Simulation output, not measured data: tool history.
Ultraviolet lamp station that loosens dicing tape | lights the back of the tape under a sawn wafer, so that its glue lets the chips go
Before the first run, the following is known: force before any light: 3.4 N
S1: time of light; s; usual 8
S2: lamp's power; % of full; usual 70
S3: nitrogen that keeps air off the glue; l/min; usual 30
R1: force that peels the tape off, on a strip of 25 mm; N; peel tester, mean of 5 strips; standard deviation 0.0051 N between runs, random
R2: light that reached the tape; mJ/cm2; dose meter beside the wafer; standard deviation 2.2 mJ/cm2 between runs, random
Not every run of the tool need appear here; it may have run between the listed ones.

run	hour	S1	S2	S3	R1	R2
1	0	8	70	30	0.218	151
2	51.8	8	70	30	0.23	145
# hour 59.8: window cleaned of glue's vapour
3	118.1	8	70	30	0.21	157
4	179	8	69	30	0.217	151
5	228.1	8	69	30	0.232	152
6	283.8	9	70	30	0.191	168
7	327.7	9	70	30	0.189	167
8	392.5	9	70	30	0.196	165
9	462	9	70	12	0.401	161
10	504.2	9	70	12	0.407	161
11	573.8	8	83	14	0.325	165
# hour 580.2: window cleaned of glue's vapour
12	616.8	11	66	45	0.135	192
13	682.2	8	70	17	0.377	145
14	733.5	9	67	29	0.224	154
15	804.7	13	89	25	0.124	288
16	844.3	13	89	25	0.124	288
17	904.2	8	67	11	0.601	133
18	962.4	16	67	11	0.194	254
19	1020.3	16	67	11	0.19	253

Below are 5 alternative next runs, each starting from the tool's condition after run 19. Predict each:
A	1057.2	13	67	11	?	?
B	1057.2	16	67	49	?	?
C	1057.2	8	72	30	?	?
D	1057.2	4	92	30	?	?
E	1057.2	16	67	14	?	?

run	R1	R2
A	0.281	205
B	0.123	250
C	0.279	132
D	0.597	90
E	0.167	253
Without the tool's hidden state the same runs would have given:
run	R1	R2
A	0.179	274
B	0.119	335
C	0.178	178
D	0.37	120
E	0.126	338

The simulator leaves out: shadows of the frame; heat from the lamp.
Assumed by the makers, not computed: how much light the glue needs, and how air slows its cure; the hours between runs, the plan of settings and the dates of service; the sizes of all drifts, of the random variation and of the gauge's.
